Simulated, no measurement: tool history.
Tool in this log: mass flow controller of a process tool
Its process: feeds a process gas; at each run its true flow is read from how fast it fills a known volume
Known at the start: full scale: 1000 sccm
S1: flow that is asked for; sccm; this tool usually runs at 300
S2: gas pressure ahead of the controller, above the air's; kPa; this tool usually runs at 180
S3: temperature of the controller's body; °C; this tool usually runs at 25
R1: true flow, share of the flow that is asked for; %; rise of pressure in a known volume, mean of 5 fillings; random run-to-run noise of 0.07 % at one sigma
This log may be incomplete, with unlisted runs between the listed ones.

Run 1, hour 0.0: usual settings. Result: R1 100.09 %.
Run 2, hour 131.3: usual settings. Result: R1 100.18 %.
Run 3, hour 213.3: usual settings but S2 171 kPa. Result: R1 100.19 %.
Run 4, hour 271.5: usual settings but S2 171 kPa. Result: R1 100.17 %.
Run 5, hour 398.1: usual settings but S2 171 kPa. Result: R1 100.40 %.
Run 6, hour 459.7: usual settings but S2 171 kPa. Result: R1 100.35 %.
Run 7, hour 592.1: usual settings but S2 171 kPa. Result: R1 100.23 %.
Run 8, hour 670.1: usual settings but S3 31 °C. Result: R1 100.14 %.
Run 9, hour 804.4: usual settings but S3 31 °C. Result: R1 100.23 %.
Run 10, hour 929.8: usual settings but S3 31 °C. Result: R1 100.20 %.
Run 11, hour 1057.0: usual settings. Result: R1 100.53 %.
Run 12, hour 1125.3: usual settings but S2 220 kPa. Result: R1 100.45 %.
Run 13, hour 1237.6: usual settings but S2 220 kPa. Result: R1 100.48 %.
Run 14, hour 1357.1: usual settings but S2 220 kPa. Result: R1 100.42 %.
Run 15, hour 1421.3: usual settings but S2 220 kPa. Result: R1 100.50 %.
Run 16, hour 1480.4: usual settings but S2 220 kPa. Result: R1 100.66 %.
Run 17, hour 1576.6: usual settings but S2 220 kPa. Result: R1 100.62 %.
Run 18, hour 1658.4: usual settings. Result: R1 100.76 %.
Run 19, hour 1754.0: usual settings but S3 37 °C. Result: R1 100.33 %.
At hour 1765.3: controller's zero set anew.
Run 20, hour 1866.2: usual settings but S3 37 °C. Result: R1 101.44 %.
Run 21, hour 1937.0: usual settings but S3 37 °C. Result: R1 101.41 %.
Run 22, hour 2027.7: usual settings but S2 174 kPa, S3 37 °C. Result: R1 101.55 %.
Run 23, hour 2111.4: usual settings but S2 196 kPa. Result: R1 101.99 %.
Run 24, hour 2227.4: usual settings but S1 138 sccm. Result: R1 105.34 %.
Run 25, hour 2313.4: usual settings but S2 258 kPa, S3 20 °C. Result: R1 102.04 %.
At hour 2324.2: controller's zero set anew, once more.
Run 26, hour 2384.3: usual settings but S2 258 kPa, S3 20 °C. Result: R1 99.09 %.
Run 27, hour 2480.8: usual settings but S2 258 kPa, S3 20 °C. Result: R1 99.14 %.
Run 28, hour 2595.9: usual settings but S1 143 sccm, S3 36 °C. Result: R1 98.65 %.
Run 29, hour 2705.4: usual settings but S1 143 sccm, S3 36 °C. Result: R1 98.89 %.
Run 30, hour 2807.9: usual settings but S1 103 sccm, S3 29 °C. Result: R1 99.36 %.
Run 31, hour 2912.0: usual settings but S1 314 sccm, S2 179 kPa, S3 38 °C. Result: R1 98.81 %.
Run 32, hour 3016.1: usual settings but S1 898 sccm, S2 172 kPa. Result: R1 100.77 %.
Run 33, hour 3133.6: usual settings but S1 105 sccm, S2 175 kPa, S3 34 °C. Result: R1 99.36 %.
Run 34, hour 3230.0: usual settings but S1 105 sccm, S2 175 kPa, S3 34 °C. Result: R1 99.60 %.
Run 35, hour 3321.2: usual settings but S1 105 sccm, S2 175 kPa, S3 34 °C. Result: R1 99.63 %.
Run 36, hour 3418.2: usual settings but S3 20 °C. Result: R1 99.77 %.
Run 37, hour 3478.7: usual settings but S2 167 kPa, S3 21 °C. Result: R1 99.83 %.
Run 38, hour 3613.0: usual settings but S2 167 kPa, S3 22 °C. Result: R1 99.80 %.
Run 39, hour 3708.6: usual settings but S2 179 kPa, S3 22 °C. Result: R1 99.76 %.
Run 40, hour 3826.0: usual settings but S1 683 sccm, S2 269 kPa, S3 24 °C. Result: R1 100.05 %.
Run 41, hour 3921.9: usual settings but S2 225 kPa, S3 24 °C. Result: R1 99.71 %.
Run 42, hour 4017.4: usual settings but S2 165 kPa, S3 24 °C. Result: R1 99.77 %.
Run 43, hour 4102.2: usual settings but S2 165 kPa, S3 24 °C. Result: R1 99.97 %.
Run 44, hour 4194.9: usual settings but S2 167 kPa, S3 28 °C. Result: R1 99.94 %.
Run 45, hour 4256.8: usual settings but S1 765 sccm, S2 167 kPa, S3 32 °C. Result: R1 100.52 %.
Run 46, hour 4350.9: usual settings but S1 167 sccm, S2 276 kPa, S3 24 °C. Result: R1 99.97 %.
Run 47, hour 4408.3: usual settings but S2 273 kPa, S3 39 °C. Result: R1 98.97 %.

Same runs, no hidden state in the tool, same run-to-run variation:
Hidden conditions of the tool in this case: flow at rest that the sensor doesn't see, % of full scale; true flow over the shown one, %; drift of the gauge itself on true_pct, %.
run     R1
  1  98.15
  2  98.19
  3  98.17
  4  98.12
  5  98.31
  6  98.23
  7  98.06
  8  97.95
  9  97.98
 10  97.90
 11  98.18
 12  98.08
 13  98.06
 14  97.96
 15  98.01
 16  98.15
 17  98.07
 18  98.18
 19  97.72
 20  97.69
 21  97.63
 22  97.74
 23  98.15
 24  97.77
 25  98.12
 26  98.11
 27  98.11
 28  97.27
 29  97.44
 30  97.54
 31  97.63
 32  99.80
 33  97.25
 34  97.39
 35  97.34
 36  98.37
 37  98.41
 38  98.32
 39  98.25
 40  98.86
 41  98.11
 42  98.13
 43  98.30
 44  98.23
 45  99.27
 46  97.55
 47  97.18
